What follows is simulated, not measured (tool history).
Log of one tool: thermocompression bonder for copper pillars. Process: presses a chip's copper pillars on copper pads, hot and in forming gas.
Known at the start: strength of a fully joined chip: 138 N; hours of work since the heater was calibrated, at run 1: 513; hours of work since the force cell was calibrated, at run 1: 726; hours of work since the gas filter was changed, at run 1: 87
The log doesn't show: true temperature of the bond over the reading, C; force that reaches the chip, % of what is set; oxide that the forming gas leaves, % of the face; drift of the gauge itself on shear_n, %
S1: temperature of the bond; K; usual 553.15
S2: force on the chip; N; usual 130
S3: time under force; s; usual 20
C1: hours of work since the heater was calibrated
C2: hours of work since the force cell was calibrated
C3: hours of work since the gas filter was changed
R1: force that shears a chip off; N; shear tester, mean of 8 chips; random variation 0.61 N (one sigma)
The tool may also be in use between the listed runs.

run,day,S1,S2,S3,C1,C2,C3,R1
1,0,553.15,130,20,513,726,87,61.2
# day 0.471: heater calibrated with a thermocouple chip
2,1.096,553.15,130,19,12,745,106,58.5
3,1.946,553.15,130,20,28,761,122,59.9
4,3.204,553.15,130,20,51,785,145,59.2
5,4.033,553.15,130,20,67,800,161,59.2
6,5.05,553.15,130,20,86,819,180,60.1
7,6.162,553.15,130,20,107,840,201,58.8
8,6.888,553.15,130,20,120,854,214,59.1
# day 7.604: force cell calibrated
# day 7.892: forming gas filter changed
9,8.233,553.15,154,20,144,11,6,70.7
10,8.883,553.15,130,20,156,24,19,58.9
11,9.896,556.15,130,20,175,43,38,62.1
12,11.188,556.15,130,20,199,67,62,62.1
13,12.025,561.15,181,25,215,83,78,94.1
14,13.046,574.15,80,34,234,102,97,58.7
15,13.846,549.15,79,34,249,117,112,40.1
16,14.646,549.15,79,34,264,132,127,39.4
17,15.4,534.15,109,34,278,146,141,45.4
18,16.542,553.15,153,20,300,167,162,70.1
19,17.762,553.15,153,28,323,190,185,79.3
20,18.808,524.15,130,13,342,210,205,31.4
21,19.429,547.15,96,19,354,221,216,37.1
# day 20.179: forming gas filter changed
22,20.5,547.15,96,19,374,241,6,38.2
23,21.429,547.15,96,19,391,259,23,37.4
24,22.408,553.15,158,48,410,277,42,93.9

Forecast each of these 5 alternatives for the next run:
A,23.1,564.15,130,20,423,290,55,?
B,23.1,525.15,80,48,423,290,55,?
C,23.1,566.15,81,36,423,290,55,?
D,23.1,545.15,158,48,423,290,55,?
E,23.1,557.15,130,22,423,290,55,?

run,R1
A,69.7
B,30.7
C,54.9
D,85.8
E,66.1
Without the tool's hidden state the same runs would have given:
run,R1
A,69.5
B,30.6
C,54.7
D,85.6
E,65.9

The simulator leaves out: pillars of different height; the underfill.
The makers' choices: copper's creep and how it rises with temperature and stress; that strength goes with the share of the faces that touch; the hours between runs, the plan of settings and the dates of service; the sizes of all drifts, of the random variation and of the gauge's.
